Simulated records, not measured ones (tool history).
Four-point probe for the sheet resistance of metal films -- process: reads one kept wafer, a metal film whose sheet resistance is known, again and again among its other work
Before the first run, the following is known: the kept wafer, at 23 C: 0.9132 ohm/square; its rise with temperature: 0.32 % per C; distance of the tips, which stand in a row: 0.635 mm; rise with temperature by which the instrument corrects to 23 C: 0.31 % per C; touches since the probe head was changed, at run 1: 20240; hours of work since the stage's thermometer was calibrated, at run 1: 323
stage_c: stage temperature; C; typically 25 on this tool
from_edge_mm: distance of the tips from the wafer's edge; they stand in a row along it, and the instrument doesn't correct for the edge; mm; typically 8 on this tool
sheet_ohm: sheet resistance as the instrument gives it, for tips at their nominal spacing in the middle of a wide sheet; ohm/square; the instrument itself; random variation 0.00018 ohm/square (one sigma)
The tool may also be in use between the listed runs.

run	hour	stage_c	from_edge_mm	touches since the probe head was changed	hours of work since the stage's thermometer was calibrated	sheet_ohm
1	0	25	8	20240	323	0.918645
2	35.2	25	41	21616	348	0.915798
3	65.2	19	41	22785	369	0.915184
4	92.3	19	41	23844	389	0.915194
5	127.3	19	41	25212	413	0.915118
6	142.9	19	41	25822	424	0.91517
7	174.9	19	41	27069	447	0.915034
8	209.2	19	41	28409	471	0.915633
9	228	19	41	29145	485	0.915304
10	263.8	24	6	30544	510	0.921139
11	286.5	24	6	31428	526	0.920957
12	321.4	20	8	32791	550	0.91845
13	337	25	14	33399	561	0.917007
14	372.3	23	14	34779	586	0.916669
15	392.7	22	44	35578	601	0.915732

Consider 5 possible next runs. They are alternatives, not a sequence: every one starts from the tool as it was left by run 15. What does each give?
A	424.3	22	3	36811	623	?
B	424.3	26	5	36811	623	?
C	424.3	26	10	36811	623	?
D	424.3	21	38	36811	623	?
E	424.3	27	5	36811	623	?

run	sheet_ohm
A	0.937071
B	0.923573
C	0.917965
D	0.91582
E	0.924015
With no hidden state in the tool, these same runs would have given:
run	sheet_ohm
A	0.934475
B	0.921008
C	0.915415
D	0.913279
E	0.921448
